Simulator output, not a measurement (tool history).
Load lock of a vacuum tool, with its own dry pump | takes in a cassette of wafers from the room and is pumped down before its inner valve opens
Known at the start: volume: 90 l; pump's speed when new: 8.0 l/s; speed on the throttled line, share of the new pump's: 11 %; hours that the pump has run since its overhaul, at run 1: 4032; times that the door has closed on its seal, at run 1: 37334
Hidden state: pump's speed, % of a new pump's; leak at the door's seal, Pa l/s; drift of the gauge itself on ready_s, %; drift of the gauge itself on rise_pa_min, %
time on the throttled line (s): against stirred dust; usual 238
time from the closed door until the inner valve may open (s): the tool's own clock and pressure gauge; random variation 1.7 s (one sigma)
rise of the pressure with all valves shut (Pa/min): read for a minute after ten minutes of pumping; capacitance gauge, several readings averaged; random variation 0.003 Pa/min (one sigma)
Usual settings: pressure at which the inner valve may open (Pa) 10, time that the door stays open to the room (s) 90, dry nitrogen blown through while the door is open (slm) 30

run,hour,time on the throttled line (s),pressure at which the inner valve may open (Pa),time that the door stays open to the room (s),dry nitrogen blown through while the door is open (slm),hours that the pump has run since its overhaul,times that the door has closed on its seal,"incoming humidity of the room's air, %",time from the closed door until the inner valve may open (s),rise of the pressure with all valves shut (Pa/min)
1,0,238,10,90,30,4032,37334,48.2,313.4,0.027
2,277.9,238,10,90,24,4310,38101,45.6,317.4,0.032
3,610.4,238,10,90,24,4642,39018,47.7,313.7,0.028
4,974.4,238,10,90,10,5006,40022,45.8,314.9,0.039
5,1588.1,344,10,90,30,5620,41714,40.6,412.3,0.02
6,1941.8,344,10,90,30,5973,42690,45,403.7,0.019
7,2619.9,344,10,90,30,6652,44560,46.7,407.2,0.02
8,3093.4,344,10,90,30,7125,45866,45.7,408.8,0.026
9,3519.8,344,10,90,30,7551,47042,42.1,407.2,0.02
10,3949.3,235,10,90,30,7981,48226,42.8,310.4,0.02
11,4459.1,235,10,90,30,8491,49632,43.8,308.4,0.028
12,4996.7,238,10,90,30,9028,51115,43.9,315.7,0.025
13,5464.6,238,17,90,5,9496,52405,44.6,308.2,0.055
14,5809.2,238,17,90,5,9841,53355,44.1,310.1,0.054
15,6174.5,238,17,90,5,10206,54363,45.3,307.6,0.046
16,6778.5,238,10,34,30,10810,56028,47.2,312.9,0.016
17,7451.1,238,10,34,30,11483,57883,44.7,316,0.007
18,7808.9,238,10,34,30,11841,58870,48,313.8,0.017
19,8152.7,238,10,54,13,12184,59818,45.3,316.1,0.029
# hour 8574.1: door's seal changed, seat wiped
20,8803.5,238,8,57,13,12834,633,41.7,319.5,0.022
# hour 9001.6: dry pump taken out, an overhauled one fitted
21,9295.2,441,8,90,30,294,1972,46.1,499.5,0.019
22,9873.3,441,8,90,30,872,3566,46.2,493.7,0.021
23,10165.7,441,8,90,30,1164,4373,45.7,497.7,0.021
24,10728.9,441,8,90,30,1727,5926,46.2,497.2,0.02

Forecast each of these 3 alternatives for the next run:
A,11174.9,238,15,90,30,2173,7156,42.9,?,?
B,11174.9,149,12,90,30,2173,7156,43.9,?,?
C,11174.9,238,10,125,30,2173,7156,42.8,?,?

run,time from the closed door until the inner valve may open (s),rise of the pressure with all valves shut (Pa/min)
A,307.8,0.023
B,235,0.017
C,314,0.024
Without the tool's hidden state the same runs would have given:
run,time from the closed door until the inner valve may open (s),rise of the pressure with all valves shut (Pa/min)
A,307.8,0.022
B,235,0.017
C,314,0.024

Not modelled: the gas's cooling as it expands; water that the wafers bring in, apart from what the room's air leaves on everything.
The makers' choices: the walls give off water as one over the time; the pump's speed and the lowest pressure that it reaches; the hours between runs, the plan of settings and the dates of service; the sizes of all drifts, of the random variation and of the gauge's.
